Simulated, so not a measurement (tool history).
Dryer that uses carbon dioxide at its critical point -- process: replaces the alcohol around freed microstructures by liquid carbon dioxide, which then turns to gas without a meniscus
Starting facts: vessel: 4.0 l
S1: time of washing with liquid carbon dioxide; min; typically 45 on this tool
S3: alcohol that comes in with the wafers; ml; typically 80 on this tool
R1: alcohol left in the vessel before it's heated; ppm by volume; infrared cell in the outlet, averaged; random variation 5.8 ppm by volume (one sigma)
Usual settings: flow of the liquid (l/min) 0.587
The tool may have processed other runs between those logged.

Run 1, day 0: usual settings. Result: R1 428 ppm by volume.
Run 2, day 1.129: usual settings. Result: R1 468 ppm by volume.
At day 1.721: inlet filter changed.
Run 3, day 1.738: usual settings but flow of the liquid (l/min) 0.962. Result: R1 49 ppm by volume.
Run 4, day 2.342: usual settings but flow of the liquid (l/min) 0.962. Result: R1 61 ppm by volume.
Run 5, day 3.542: usual settings but flow of the liquid (l/min) 0.962. Result: R1 63 ppm by volume.
Run 6, day 4.388: usual settings but S1 41 min. Result: R1 377 ppm by volume.
Run 7, day 5.404: usual settings but S1 41 min. Result: R1 417 ppm by volume.
Run 8, day 6.004: usual settings but flow of the liquid (l/min) 0.538. Result: R1 417 ppm by volume.
Run 9, day 6.854: usual settings but flow of the liquid (l/min) 0.538. Result: R1 431 ppm by volume.
Run 10, day 7.738: usual settings but flow of the liquid (l/min) 0.538. Result: R1 456 ppm by volume.
Run 11, day 8.596: usual settings but flow of the liquid (l/min) 0.538. Result: R1 459 ppm by volume.
Run 12, day 9.762: usual settings but flow of the liquid (l/min) 0.538. Result: R1 473 ppm by volume.
Run 13, day 10.917: usual settings but flow of the liquid (l/min) 0.538. Result: R1 509 ppm by volume.
Run 14, day 11.592: usual settings but flow of the liquid (l/min) 0.634. Result: R1 296 ppm by volume.
Run 15, day 12.092: usual settings but flow of the liquid (l/min) 0.634. Result: R1 303 ppm by volume.
Run 16, day 13.162: usual settings but flow of the liquid (l/min) 0.634. Result: R1 346 ppm by volume.
Run 17, day 14.017: usual settings. Result: R1 428 ppm by volume.
Run 18, day 14.717: usual settings. Result: R1 454 ppm by volume.
Run 19, day 15.475: usual settings but S3 31 ml. Result: R1 251 ppm by volume.
Run 20, day 16.171: usual settings but S1 33 min. Result: R1 1188 ppm by volume.
Run 21, day 17.333: usual settings but S1 33 min. Result: R1 1260 ppm by volume.
At day 17.8: inlet filter changed.
Run 22, day 18.333: usual settings but S1 33 min. Result: R1 757 ppm by volume.
Run 23, day 18.871: usual settings but S1 33 min. Result: R1 809 ppm by volume.
Run 24, day 19.988: usual settings but S1 37 min. Result: R1 576 ppm by volume.
Run 25, day 20.879: usual settings but S1 37 min, flow of the liquid (l/min) 0.781, S3 75 ml. Result: R1 240 ppm by volume.
Run 26, day 21.925: usual settings but S1 37 min, flow of the liquid (l/min) 0.781, S3 75 ml. Result: R1 239 ppm by volume.
Run 27, day 22.554: usual settings but S3 27 ml. Result: R1 208 ppm by volume.
Run 28, day 23.488: usual settings but S1 53 min, flow of the liquid (l/min) 0.521, S3 27 ml. Result: R1 195 ppm by volume.
Run 29, day 24.658: usual settings but S1 53 min, flow of the liquid (l/min) 0.521, S3 27 ml. Result: R1 213 ppm by volume.
Run 30, day 25.229: usual settings but S1 35 min, flow of the liquid (l/min) 0.356, S3 43 ml. Result: R1 1595 ppm by volume.
Run 31, day 25.933: usual settings but S1 35 min, flow of the liquid (l/min) 0.356, S3 43 ml. Result: R1 1675 ppm by volume.
Run 32, day 26.488: usual settings but S1 35 min, flow of the liquid (l/min) 0.356, S3 43 ml. Result: R1 1675 ppm by volume.
Run 33, day 27.008: usual settings but S1 41 min, flow of the liquid (l/min) 0.366, S3 32 ml. Result: R1 916 ppm by volume.
Run 34, day 27.862: usual settings but S1 55 min, flow of the liquid (l/min) 0.366, S3 30 ml. Result: R1 490 ppm by volume.
Run 35, day 28.696: usual settings but S1 55 min, flow of the liquid (l/min) 0.366, S3 30 ml. Result: R1 499 ppm by volume.
Run 36, day 29.242: usual settings but S1 50 min, flow of the liquid (l/min) 0.777. Result: R1 191 ppm by volume.
Run 37, day 30.175: usual settings but S1 50 min, flow of the liquid (l/min) 0.777. Result: R1 204 ppm by volume.
Run 38, day 31.242: usual settings but S1 28 min, flow of the liquid (l/min) 0.505, S3 20 ml. Result: R1 751 ppm by volume.
Run 39, day 32.404: usual settings but S1 28 min, flow of the liquid (l/min) 0.505, S3 82 ml. Result: R1 2674 ppm by volume.
Run 40, day 33.492: usual settings but S1 54 min, S3 84 ml. Result: R1 357 ppm by volume.
At day 33.875: inlet filter changed.
Run 41, day 34.746: usual settings but S1 54 min, S3 84 ml. Result: R1 249 ppm by volume.
Run 42, day 35.571: usual settings but S1 31 min, flow of the liquid (l/min) 0.382, S3 111 ml. Result: R1 3901 ppm by volume.
Run 43, day 36.321: usual settings but S1 31 min, flow of the liquid (l/min) 0.382, S3 111 ml. Result: R1 4033 ppm by volume.
At day 37.221: purifier's bed changed.
Run 44, day 37.312: usual settings but S1 31 min, flow of the liquid (l/min) 0.382, S3 111 ml. Result: R1 3948 ppm by volume.
Run 45, day 38.1: usual settings but S1 31 min, flow of the liquid (l/min) 0.441, S3 111 ml. Result: R1 2905 ppm by volume.
Run 46, day 39.208: usual settings but S1 31 min, flow of the liquid (l/min) 0.441, S3 111 ml. Result: R1 2908 ppm by volume.
Run 47, day 39.996: usual settings but S1 34 min, S3 64 ml. Result: R1 595 ppm by volume.

Measured minus without-hidden-state, run by run (identical run-to-run variation in each term; gauge scatter may differ):
Hidden state present: flow that reaches the vessel past the clogged filter, %; alcohol in the recycled carbon dioxide, ppm; drift of the gauge itself on alcohol_ppm, %.
run    R1
  1  +240
  2  +269
  3   +48
  4   +51
  5   +55
  6   +94
  7  +115
  8  +125
  9  +146
 10  +159
 11  +174
 12  +196
 13  +226
 14  +168
 15  +177
 16  +202
 17  +247
 18  +259
 19  +169
 20  +546
 21  +608
 22  +113
 23  +135
 24  +146
 25  +130
 26  +139
 27  +136
 28  +139
 29  +150
 30  +349
 31  +386
 32  +401
 33  +304
 34  +242
 35  +256
 36  +162
 37  +171
 38  +322
 39  +947
 40  +272
 41  +164
 42  +329
 43  +402
 44  +310
 45  +316
 46  +383
 47  +133
